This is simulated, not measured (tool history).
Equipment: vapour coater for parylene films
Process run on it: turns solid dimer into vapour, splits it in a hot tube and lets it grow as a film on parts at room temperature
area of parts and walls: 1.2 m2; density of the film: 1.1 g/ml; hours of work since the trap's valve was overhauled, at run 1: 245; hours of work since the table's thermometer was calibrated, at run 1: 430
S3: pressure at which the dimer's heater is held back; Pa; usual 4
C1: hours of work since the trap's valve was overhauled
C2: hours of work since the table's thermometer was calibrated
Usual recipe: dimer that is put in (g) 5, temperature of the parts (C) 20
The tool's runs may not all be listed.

Run 1, day 0: usual settings; C1 245; C2 430. Result: thickness of the film (nm) 1890.
Run 2, day 0.746: usual settings; C1 261; C2 446. Result: thickness of the film (nm) 1870.
At day 1.05: trap's valve overhauled.
Run 3, day 1.658: usual settings but dimer that is put in (g) 2; C1 13; C2 462. Result: thickness of the film (nm) 870.
Run 4, day 2.808: usual settings but dimer that is put in (g) 2; C1 37; C2 486. Result: thickness of the film (nm) 850.
Run 5, day 4.117: usual settings but dimer that is put in (g) 2; C1 65; C2 514. Result: thickness of the film (nm) 800.
Run 6, day 5.612: usual settings but dimer that is put in (g) 2, S3 8.81 Pa; C1 97; C2 546. Result: thickness of the film (nm) 650.
Run 7, day 6.829: usual settings but S3 4.37 Pa; C1 123; C2 572. Result: thickness of the film (nm) 1960.
Run 8, day 8.225: usual settings but S3 4.37 Pa; C1 153; C2 602. Result: thickness of the film (nm) 1960.
Run 9, day 8.879: usual settings but dimer that is put in (g) 2; C1 167; C2 615. Result: thickness of the film (nm) 790.
Run 10, day 9.496: usual settings but temperature of the parts (C) 23; C1 180; C2 629. Result: thickness of the film (nm) 1790.
Run 11, day 10.996: usual settings but temperature of the parts (C) 23; C1 212; C2 661. Result: thickness of the film (nm) 1750.
Run 12, day 12.121: usual settings but temperature of the parts (C) 14; C1 236; C2 685. Result: thickness of the film (nm) 2350.
Run 13, day 13.362: usual settings but dimer that is put in (g) 7, temperature of the parts (C) 14; C1 262; C2 711. Result: thickness of the film (nm) 3250.
At day 13.625: trap's valve overhauled.
Run 14, day 14.425: usual settings but dimer that is put in (g) 7, temperature of the parts (C) 14; C1 17; C2 730. Result: thickness of the film (nm) 3610.
Run 15, day 15.067: usual settings but dimer that is put in (g) 7, temperature of the parts (C) 14; C1 31; C2 744. Result: thickness of the film (nm) 3600.
Run 16, day 16.033: usual settings but dimer that is put in (g) 7, temperature of the parts (C) 14; C1 51; C2 764. Result: thickness of the film (nm) 3550.
Run 17, day 17.442: usual settings; C1 81; C2 794. Result: thickness of the film (nm) 2060.
Run 18, day 18.775: usual settings but temperature of the parts (C) 18; C1 110; C2 823. Result: thickness of the film (nm) 2210.
Run 19, day 19.525: usual settings but S3 2.27 Pa; C1 126; C2 839. Result: thickness of the film (nm) 2290.
Run 20, day 20.771: usual settings but S3 2.27 Pa; C1 152; C2 865. Result: thickness of the film (nm) 2260.
Run 21, day 21.708: usual settings; C1 172; C2 885. Result: thickness of the film (nm) 1880.
Run 22, day 23.046: usual settings; C1 201; C2 914. Result: thickness of the film (nm) 1950.
Run 23, day 24.108: usual settings; C1 223; C2 936. Result: thickness of the film (nm) 1920.
Run 24, day 25.467: usual settings; C1 252; C2 965. Result: thickness of the film (nm) 1860.
At day 26.2: trap's valve overhauled.
Run 25, day 27.079: usual settings but dimer that is put in (g) 4, temperature of the parts (C) 16, S3 6.22 Pa; C1 19; C2 996. Result: thickness of the film (nm) 1750.
Run 26, day 28.154: usual settings but temperature of the parts (C) 12; C1 42; C2 1019. Result: thickness of the film (nm) 2650.
Run 27, day 29.488: usual settings but temperature of the parts (C) 12; C1 70; C2 1047. Result: thickness of the film (nm) 2610.
Run 28, day 30.817: usual settings but dimer that is put in (g) 4, temperature of the parts (C) 12; C1 98; C2 1076. Result: thickness of the film (nm) 2110.
Run 29, day 31.496: usual settings but dimer that is put in (g) 4, temperature of the parts (C) 12; C1 113; C2 1090. Result: thickness of the film (nm) 2090.
Run 30, day 32.15: usual settings but dimer that is put in (g) 4, temperature of the parts (C) 32; C1 127; C2 1104. Result: thickness of the film (nm) 1100.
Run 31, day 33.329: usual settings but S3 10.96 Pa; C1 152; C2 1129. Result: thickness of the film (nm) 1630.
Run 32, day 34.525: usual settings but dimer that is put in (g) 6, temperature of the parts (C) 21, S3 6.97 Pa; C1 177; C2 1155. Result: thickness of the film (nm) 2030.
Run 33, day 35.208: usual settings but dimer that is put in (g) 6, temperature of the parts (C) 21, S3 6.97 Pa; C1 192; C2 1169. Result: thickness of the film (nm) 2030.
Run 34, day 35.858: usual settings but dimer that is put in (g) 4, temperature of the parts (C) 21, S3 3.82 Pa; C1 206; C2 1183. Result: thickness of the film (nm) 1490.
Run 35, day 37.183: usual settings but dimer that is put in (g) 3, temperature of the parts (C) 17, S3 2.12 Pa; C1 234; C2 1211. Result: thickness of the film (nm) 1390.
Run 36, day 37.804: usual settings but dimer that is put in (g) 3, temperature of the parts (C) 17, S3 2.12 Pa; C1 247; C2 1225. Result: thickness of the film (nm) 1400.
Run 37, day 38.525: usual settings but dimer that is put in (g) 3, temperature of the parts (C) 17, S3 2.12 Pa; C1 263; C2 1240. Result: thickness of the film (nm) 1410.
At day 38.829: trap's valve overhauled.
Run 38, day 39.7: usual settings; C1 19; C2 1261. Result: thickness of the film (nm) 2080.
Run 39, day 40.688: usual settings but dimer that is put in (g) 3, temperature of the parts (C) 22, S3 5.43 Pa; C1 40; C2 1282. Result: thickness of the film (nm) 1110.
Run 40, day 41.788: usual settings but dimer that is put in (g) 3, temperature of the parts (C) 22, S3 5.43 Pa; C1 63; C2 1306. Result: thickness of the film (nm) 1090.
Run 41, day 43.321: usual settings but dimer that is put in (g) 3, temperature of the parts (C) 22, S3 5.43 Pa; C1 96; C2 1338. Result: thickness of the film (nm) 1070.
Run 42, day 44.688: usual settings but dimer that is put in (g) 3, temperature of the parts (C) 13, S3 2.95 Pa; C1 125; C2 1368. Result: thickness of the film (nm) 1570.
Run 43, day 45.812: usual settings but temperature of the parts (C) 16; C1 149; C2 1392. Result: thickness of the film (nm) 2220.
Run 44, day 46.842: usual settings but temperature of the parts (C) 16; C1 171; C2 1413. Result: thickness of the film (nm) 2190.
Run 45, day 48.204: usual settings but temperature of the parts (C) 16; C1 200; C2 1442. Result: thickness of the film (nm) 2140.
Run 46, day 49.042: usual settings but temperature of the parts (C) 16; C1 218; C2 1460. Result: thickness of the film (nm) 2180.
Run 47, day 49.983: usual settings but temperature of the parts (C) 16; C1 238; C2 1480. Result: thickness of the film (nm) 2140.

Hidden state or all else? Some run-to-run changes of thickness of the film (nm), split into what the settings, what came in and random variation would give without the hidden state, and what is left for the hidden state (with any gauge scatter that isn't in both results):
Hidden state present: vapour lost through the trap's worn valve, %; true temperature of the parts over the reading, C; drift of the gauge itself on film_um, %.
Run 2 -> 3: dimer that is put in (g) 5 -> 2, trap's valve overhauled. thickness of the film (nm) -1000: hidden state +270, all else -1270.
Run 6 -> 7: dimer that is put in (g) 2 -> 5, S3 8.81 -> 4.37. thickness of the film (nm) +1310: hidden state -100, all else +1410.
Run 8 -> 9: dimer that is put in (g) 5 -> 2, S3 4.37 -> 4. thickness of the film (nm) -1170: hidden state +90, all else -1260.
Run 13 -> 14: trap's valve overhauled. thickness of the film (nm) +360: hidden state +390, all else -30.
Run 16 -> 17: dimer that is put in (g) 7 -> 5, temperature of the parts (C) 14 -> 20. thickness of the film (nm) -1490: hidden state +30, all else -1520.
Run 24 -> 25: dimer that is put in (g) 5 -> 4, temperature of the parts (C) 20 -> 16, S3 4 -> 6.22, trap's valve overhauled. thickness of the film (nm) -110: hidden state +220, all else -330.
